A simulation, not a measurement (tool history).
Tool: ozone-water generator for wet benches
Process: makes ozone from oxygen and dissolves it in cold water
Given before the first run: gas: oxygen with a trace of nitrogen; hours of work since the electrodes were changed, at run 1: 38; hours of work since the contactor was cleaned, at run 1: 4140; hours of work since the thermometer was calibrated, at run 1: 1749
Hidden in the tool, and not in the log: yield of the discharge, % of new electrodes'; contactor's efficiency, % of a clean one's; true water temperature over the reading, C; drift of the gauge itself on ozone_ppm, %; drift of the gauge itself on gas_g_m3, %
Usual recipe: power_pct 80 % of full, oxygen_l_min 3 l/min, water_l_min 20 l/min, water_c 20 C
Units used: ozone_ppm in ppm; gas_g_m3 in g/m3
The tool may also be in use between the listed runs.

run   hour  power_pct  oxygen_l_min  water_l_min  water_c  hours of work since the electrodes were changed  hours of work since the contactor was cleaned  hours of work since the thermometer was calibrated  ozone_ppm  gas_g_m3
  1      0         80             3           20       20                                               38                                           4140                                                1749       22.2     287.8
  2   32.1         80             3           20       20                                               65                                           4166                                                1775         22     288.7
  3   51.7         80             3           20       20                                               81                                           4183                                                1792       21.9     287.6
  4   69.1         50             3           20       20                                               95                                           4197                                                1806       14.9     194.7
  5   94.5         50             3           20       20                                              116                                           4218                                                1827       14.9       195
  6  117.3         50             3           20       25                                              135                                           4237                                                1846       14.1     195.3
  7  147.6         50             3           20       25                                              160                                           4262                                                1871         14     194.7
  8  164.7         50             3           20       25                                              174                                           4276                                                1885       14.1     192.9
  9  193.2         80          4.54           20       20                                              198                                           4300                                                1909       22.8     229.7
 10  215.9         80          4.54           20       18                                              217                                           4319                                                1928       23.6     229.6
 11  236.5         80          4.54           20       18                                              234                                           4336                                                1945       23.2     229.4
 12    256         80          4.54           20       18                                              250                                           4352                                                1961       23.4     228.6
 13  279.8         80             3           20       20                                              270                                           4372                                                1980       22.2     285.5
 14    315         80             3           20       20                                              299                                           4401                                                2010       21.8     287.8
 15  345.2         80             3           20       20                                              324                                           4426                                                2035       21.9     287.7
 16  373.1         80             3           20       20                                              347                                           4449                                                2058       21.3     286.6
 17  395.3         80             3           20       20                                              365                                           4467                                                2076       22.1       287
 18  419.9         80             3           26       20                                              386                                           4488                                                2097       16.8       285
 19    452         64          4.45           20       20                                              412                                           4514                                                2123       18.8     190.5
 20  478.1         62             3           20       22                                              434                                           4536                                                2145       17.7       229
 21  506.7         62          3.23           20       17                                              458                                           4560                                                2168       18.2       221
 22    532         40          3.29           15       12                                              479                                           4581                                                2189       18.1     152.6

For run 23, what comes out?
 23  547.1         40          3.13           15       12                                              491                                           4593                                                2202          ?         ?

Logged for run 23: ozone_ppm 17.9 ppm, gas_g_m3 156.8 g/m3.
Take away the tool's hidden state, keep the run-to-run variation as it was, and the same run would have given ozone_ppm 17.9 ppm, gas_g_m3 159.1 g/m3.
